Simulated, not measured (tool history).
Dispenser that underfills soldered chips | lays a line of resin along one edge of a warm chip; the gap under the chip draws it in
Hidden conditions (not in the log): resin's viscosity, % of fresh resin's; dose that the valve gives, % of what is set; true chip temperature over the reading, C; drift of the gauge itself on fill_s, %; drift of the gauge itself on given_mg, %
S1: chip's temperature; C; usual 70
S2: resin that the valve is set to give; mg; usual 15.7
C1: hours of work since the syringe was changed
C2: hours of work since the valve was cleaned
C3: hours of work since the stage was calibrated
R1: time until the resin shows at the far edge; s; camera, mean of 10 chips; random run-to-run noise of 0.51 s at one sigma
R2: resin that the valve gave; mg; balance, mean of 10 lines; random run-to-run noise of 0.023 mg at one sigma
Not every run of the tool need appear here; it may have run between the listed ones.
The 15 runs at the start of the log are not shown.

{"run": 16, "hour": 71.9, "S1": 70, "S2": 15.7, "C1": 4, "C2": 27, "C3": 183, "R1": 62.8, "R2": 15.57}
{"hour": 74.3, "done": "new syringe of resin"}
{"run": 17, "hour": 75.5, "S1": 70, "S2": 15.7, "C1": 1, "C2": 29, "C3": 185, "R1": 46.0, "R2": 15.59}
{"run": 18, "hour": 78.4, "S1": 71, "S2": 19.2, "C1": 3, "C2": 31, "C3": 187, "R1": 50.0, "R2": 19.08}
{"hour": 82.7, "done": "new syringe of resin"}
{"run": 19, "hour": 84.7, "S1": 57, "S2": 19.4, "C1": 1, "C2": 35, "C3": 191, "R1": 81.7, "R2": 19.18}
{"run": 20, "hour": 90.4, "S1": 75, "S2": 20.4, "C1": 5, "C2": 39, "C3": 195, "R1": 53.9, "R2": 20.2}
{"hour": 91.1, "done": "new syringe of resin"}
{"hour": 97.1, "done": "dispensing valve cleaned and set on the balance"}
{"run": 21, "hour": 97.1, "S1": 80, "S2": 14.1, "C1": 3, "C2": 0, "C3": 198, "R1": 39.3, "R2": 14.09}
{"hour": 100.6, "done": "new syringe of resin"}
{"run": 22, "hour": 102.4, "S1": 75, "S2": 14.9, "C1": 1, "C2": 3, "C3": 202, "R1": 39.0, "R2": 14.87}
{"run": 23, "hour": 107.5, "S1": 75, "S2": 16.9, "C1": 5, "C2": 7, "C3": 205, "R1": 52.6, "R2": 16.82}
{"hour": 109.1, "done": "new syringe of resin"}
{"run": 24, "hour": 112.8, "S1": 68, "S2": 17.9, "C1": 2, "C2": 10, "C3": 208, "R1": 56.8, "R2": 17.8}
{"hour": 117.5, "done": "new syringe of resin"}
{"run": 25, "hour": 118.2, "S1": 77, "S2": 18.4, "C1": 0, "C2": 13, "C3": 212, "R1": 35.5, "R2": 18.26}
{"run": 26, "hour": 121.3, "S1": 55, "S2": 18.7, "C1": 2, "C2": 15, "C3": 214, "R1": 99.4, "R2": 18.61}
{"run": 27, "hour": 124.9, "S1": 55, "S2": 18.7, "C1": 5, "C2": 18, "C3": 216, "R1": 122.0, "R2": 18.53}
{"hour": 125.8, "done": "new syringe of resin"}
{"run": 28, "hour": 130.6, "S1": 75, "S2": 14.1, "C1": 3, "C2": 21, "C3": 220, "R1": 47.7, "R2": 13.98}
{"hour": 134.2, "done": "new syringe of resin"}
{"run": 29, "hour": 137.6, "S1": 62, "S2": 18.6, "C1": 2, "C2": 26, "C3": 224, "R1": 72.6, "R2": 18.44}
{"hour": 142.6, "done": "new syringe of resin"}
{"run": 30, "hour": 143.8, "S1": 62, "S2": 18.6, "C1": 1, "C2": 30, "C3": 228, "R1": 62.9, "R2": 18.42}
{"run": 31, "hour": 148.9, "S1": 84, "S2": 18.1, "C1": 4, "C2": 33, "C3": 232, "R1": 36.9, "R2": 17.89}
{"hour": 150.9, "done": "new syringe of resin"}
{"run": 32, "hour": 155.2, "S1": 84, "S2": 18.1, "C1": 3, "C2": 37, "C3": 236, "R1": 31.7, "R2": 17.84}

5 options for the next run, each taken on its own from the tool as it stands now. Forecast them:
{"run": "A", "hour": 158.5, "S1": 69, "S2": 18.1, "C1": 5, "C2": 39, "C3": 238, "R1": "?", "R2": "?"}
{"run": "B", "hour": 158.5, "S1": 60, "S2": 18.1, "C1": 5, "C2": 39, "C3": 238, "R1": "?", "R2": "?"}
{"run": "C", "hour": 158.5, "S1": 71, "S2": 18.7, "C1": 5, "C2": 39, "C3": 238, "R1": "?", "R2": "?"}
{"run": "D", "hour": 158.5, "S1": 63, "S2": 15.7, "C1": 5, "C2": 39, "C3": 238, "R1": "?", "R2": "?"}
{"run": "E", "hour": 158.5, "S1": 63, "S2": 16.7, "C1": 5, "C2": 39, "C3": 238, "R1": "?", "R2": "?"}

run=A R1=69.0 R2=17.83
run=B R1=99.7 R2=17.89
run=C R1=61.8 R2=18.45
run=D R1=86.5 R2=15.47
run=E R1=86.3 R2=16.48
With the hidden condition removed and each run's random variation left untouched, the same runs would have given:
run=A R1=43.0 R2=18.11
run=B R1=61.9 R2=18.17
run=C R1=38.4 R2=18.73
run=D R1=53.5 R2=15.71
run=E R1=53.5 R2=16.73
